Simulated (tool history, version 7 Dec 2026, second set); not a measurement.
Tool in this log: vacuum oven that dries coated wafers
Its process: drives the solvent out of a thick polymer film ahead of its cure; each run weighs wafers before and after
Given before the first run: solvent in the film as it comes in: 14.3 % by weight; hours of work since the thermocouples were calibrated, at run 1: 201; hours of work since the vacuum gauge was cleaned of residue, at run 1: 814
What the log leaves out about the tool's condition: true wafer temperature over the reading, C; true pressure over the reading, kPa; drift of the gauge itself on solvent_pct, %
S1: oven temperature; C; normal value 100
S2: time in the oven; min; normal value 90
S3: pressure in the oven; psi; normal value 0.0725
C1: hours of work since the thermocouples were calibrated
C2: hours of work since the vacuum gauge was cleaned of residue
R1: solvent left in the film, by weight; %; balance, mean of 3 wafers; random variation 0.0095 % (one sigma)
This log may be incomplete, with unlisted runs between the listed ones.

run    hour   S1   S2      S3    C1    C2     R1
  1       0  100   90  0.0725   201   814  1.011
  2    42.5   97   90  0.0725   225   839  1.595
  3   129.5   97   90  0.0725   275   889    1.6
  4   182.7   97   90  0.0725   305   919    1.6
  5   242.5   97   90  0.0725   340   953  1.587
  6     299   97   90  0.0725   372   986  1.583
  7   358.5  100   90  0.0725   406  1020  1.017
  8   416.7  100   90  0.0725   439  1053  1.021
  9   478.7  100   90  0.0725   475  1089   1.02
 10   520.9  100   90  0.0725   499  1113  1.035
 11   574.7  100   90  0.0725   530  1144   1.03
 12     640  100  121  0.0725   567  1181  0.491
 13   681.4  100   90  0.0725   591  1205  1.009
 14   765.6  100   90  0.0725   639  1253   1.02
 15   803.5   98   90  0.0725   661  1275  1.398
 16   866.2   98   90  0.0725   697  1311  1.374
 17   940.4  100   90  0.0725   740  1353  1.011
 18   993.6  100   90  0.0725   770  1384  1.029
 19  1062.7   98   90  0.0725   810  1424  1.384
 20  1137.4  100   90  0.0725   853  1466  1.012
 21  1206.1  100   90  0.0725   892  1506  1.026
 22  1280.7  100   90  0.0725   935  1549  1.027
 23  1340.6  100  100  0.0725   969  1583  0.805
 24  1396.6  100  100  0.0725  1001  1615  0.795
     1474.1  -- oven's thermocouples calibrated
 25  1484.1   99   90  0.0598     6  1664  1.183
 26  1555.7  113   90  0.1996    47  1705   0.24
 27  1599.1  113   90  0.1996    72  1730  0.239
 28  1692.7   94   90  0.1485   125  1784  2.431
 29    1733   91   90  0.0725   148  1807  3.166
 30  1803.9   91   84  0.2268   189  1847  3.717
 31    1857   91   63  0.2268   220  1878  4.901
 32  1923.4  103   90  0.0725   258  1916  0.605
 33  1964.2  107  116  0.0725   281  1939  0.164
 34  2003.7  107  116  0.0725   304  1962  0.144
 35    2068  107   53  0.0725   340  1999  1.144
 36  2126.9  107   78  0.0392   374  2033   0.38
 37  2203.7  107   78  0.0392   418  2077  0.394
 38  2290.2  107   78  0.0392   468  2126  0.386
 39    2372   99  102  0.0365   515  2173  0.852
 40    2425   99  134  0.0679   545  2203  0.456
 41  2486.8   89  102  0.0679   581  2239  3.249
 42  2567.1  103   64  0.0719   627  2285  1.325
 43  2639.9  106   45  0.2354   668  2327  1.988
 44  2690.8  109   59  0.2155   698  2356  0.771
 45    2734   90   83  0.0421   722  2381  3.742
 46    2798   90   83  0.0421   759  2417  3.741
 47  2839.4   90   83  0.0421   783  2441  3.747
 48  2911.1  100   91  0.0725   824  2482  0.998

Across each entry between runs, compare the hidden state at the last listed run before it with the hidden state at the first listed run after it:
From run 24 to run 25: oven's thermocouples calibrated (hour 1474.1)
  true wafer temperature over the reading, C: 0.02 -> 0; true pressure over the reading, kPa: 0.007 -> 0.008
